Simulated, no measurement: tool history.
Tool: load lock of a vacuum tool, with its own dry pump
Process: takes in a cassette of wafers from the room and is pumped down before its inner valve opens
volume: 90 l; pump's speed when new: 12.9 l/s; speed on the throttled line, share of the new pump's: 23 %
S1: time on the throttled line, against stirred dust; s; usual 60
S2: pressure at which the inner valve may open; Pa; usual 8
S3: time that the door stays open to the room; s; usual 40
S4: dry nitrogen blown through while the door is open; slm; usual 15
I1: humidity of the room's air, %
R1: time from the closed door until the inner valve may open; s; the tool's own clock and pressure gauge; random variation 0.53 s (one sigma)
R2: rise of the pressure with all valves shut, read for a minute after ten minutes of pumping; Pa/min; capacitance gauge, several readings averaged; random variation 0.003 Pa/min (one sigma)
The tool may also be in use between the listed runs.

run   hour  S1  S2   S3  S4    I1     R1     R2
  1    0.0  60   8   40  15  46.2  112.7  0.034
  2   61.4  60   8   40  15  45.9  112.6  0.036
  3  142.6  60   8   40  15  46.1  112.3  0.031
  4  206.0  60   8   40  15  44.0  112.3  0.028
  5  245.3  60   8   40  15  46.1  114.0  0.032
  6  333.9  60   8   40  15  46.5  112.9  0.029
  7  415.4  60   8   40  15  44.5  113.0  0.031
  8  505.3  60   8   44  15  47.1  112.0  0.033
  9  591.0  66   8  210  15  47.3  116.2  0.096
 10  635.7  74   8  127  15  39.9  123.3  0.064
 11  698.0  60   8   40  27  45.8  113.5  0.024
 12  747.2  60   8   40  27  42.2  111.9  0.020
 13  829.1  60   8   40  27  42.2  112.2  0.023
 14  889.0  66   9   49  10  47.8  116.1  0.045
 15  941.2  60   7   40  12  46.4  113.8  0.033

4 ways to go on from here, each from the tool as it stands after run 15. What would each give?
  A  980.9  49   8   40  15  45.1   ?   ?
  B  980.9  60   9   40   6  44.9   ?   ?
  C  980.9  60   7   74   5  42.0   ?   ?
  D  980.9  91   9  195  12  47.3   ?   ?

run     R1     R2
  A  104.9  0.033
  B  111.4  0.043
  C  112.7  0.055
  D  134.7  0.099
Without the tool's hidden state the same runs would have given:
run     R1     R2
  A  104.9  0.033
  B  111.4  0.043
  C  112.7  0.055
  D  134.7  0.098
